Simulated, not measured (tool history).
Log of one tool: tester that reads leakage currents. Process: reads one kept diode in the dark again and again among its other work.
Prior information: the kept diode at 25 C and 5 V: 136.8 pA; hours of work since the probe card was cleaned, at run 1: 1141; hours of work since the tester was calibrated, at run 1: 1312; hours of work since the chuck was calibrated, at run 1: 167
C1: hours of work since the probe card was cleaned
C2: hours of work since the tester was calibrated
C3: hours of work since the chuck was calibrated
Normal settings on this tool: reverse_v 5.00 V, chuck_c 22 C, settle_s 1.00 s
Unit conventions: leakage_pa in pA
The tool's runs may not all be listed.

Run 1, hour 0.0: usual settings; C1 1141; C2 1312; C3 167. Result: leakage_pa 110.02 pA.
Run 2, hour 27.6: usual settings but reverse_v 4.82 V; C1 1163; C2 1333; C3 189. Result: leakage_pa 107.56 pA.
Run 3, hour 60.9: usual settings but reverse_v 4.82 V; C1 1189; C2 1360; C3 215. Result: leakage_pa 108.35 pA.
Run 4, hour 88.1: usual settings but reverse_v 4.82 V; C1 1211; C2 1381; C3 237. Result: leakage_pa 108.37 pA.
Run 5, hour 120.9: usual settings; C1 1236; C2 1407; C3 263. Result: leakage_pa 110.37 pA.
Run 6, hour 155.6: usual settings; C1 1264; C2 1435; C3 290. Result: leakage_pa 110.58 pA.
Run 7, hour 192.3: usual settings but settle_s 8.87 s; C1 1293; C2 1464; C3 319. Result: leakage_pa 108.45 pA.
Run 8, hour 213.5: usual settings but settle_s 0.38 s; C1 1310; C2 1480; C3 336. Result: leakage_pa 113.10 pA.
Run 9, hour 234.9: usual settings; C1 1327; C2 1497; C3 353. Result: leakage_pa 110.21 pA.
Run 10, hour 253.5: usual settings; C1 1341; C2 1512; C3 368. Result: leakage_pa 110.78 pA.
Run 11, hour 280.5: usual settings; C1 1363; C2 1533; C3 389. Result: leakage_pa 110.25 pA.
Run 12, hour 317.0: usual settings but chuck_c 37 C; C1 1392; C2 1562; C3 418. Result: leakage_pa 330.32 pA.
Run 13, hour 336.8: usual settings but reverse_v 17.37 V; C1 1407; C2 1578; C3 434. Result: leakage_pa 232.86 pA.
Run 14, hour 374.3: usual settings but reverse_v 17.37 V; C1 1437; C2 1608; C3 463. Result: leakage_pa 232.31 pA.
Run 15, hour 408.8: usual settings but reverse_v 17.37 V; C1 1464; C2 1635; C3 491. Result: leakage_pa 231.61 pA.
Run 16, hour 438.5: usual settings but reverse_v 12.80 V, chuck_c 55 C, settle_s 0.31 s; C1 1488; C2 1658; C3 514. Result: leakage_pa 1911.10 pA.
At hour 442.5: chuck's temperature calibrated.
Run 17, hour 476.3: usual settings but reverse_v 12.80 V, chuck_c 55 C, settle_s 0.31 s; C1 1516; C2 1687; C3 27. Result: leakage_pa 1926.28 pA.
Run 18, hour 503.5: usual settings but reverse_v 14.85 V, chuck_c 41 C, settle_s 0.78 s; C1 1537; C2 1708; C3 48. Result: leakage_pa 829.65 pA.
Run 19, hour 530.7: usual settings but reverse_v 14.85 V, chuck_c 41 C, settle_s 0.78 s; C1 1559; C2 1730; C3 70. Result: leakage_pa 828.79 pA.
Run 20, hour 568.9: usual settings but reverse_v 14.85 V, chuck_c 27 C, settle_s 0.38 s; C1 1589; C2 1760; C3 100. Result: leakage_pa 315.02 pA.
Run 21, hour 589.8: usual settings but reverse_v 4.15 V, chuck_c 20 C, settle_s 0.40 s; C1 1606; C2 1776; C3 116. Result: leakage_pa 86.73 pA.
Run 22, hour 615.5: usual settings but reverse_v 4.15 V, chuck_c 20 C, settle_s 0.40 s; C1 1626; C2 1797; C3 137. Result: leakage_pa 86.98 pA.
Run 23, hour 652.5: usual settings but reverse_v 7.23 V; C1 1655; C2 1826; C3 166. Result: leakage_pa 137.85 pA.
Run 24, hour 689.4: usual settings but settle_s 0.47 s; C1 1684; C2 1855; C3 195. Result: leakage_pa 112.77 pA.

Expected results for the next run?
Run 25, hour 717.9: usual settings but reverse_v 19.93 V, chuck_c 26 C, settle_s 0.43 s; C1 1707; C2 1878; C3 218. Result: leakage_pa ?.

Run 25 gave leakage_pa 351.09 pA.
On a tool with no hidden condition, and with the same random variation, this run would have come out at leakage_pa 351.00 pA.
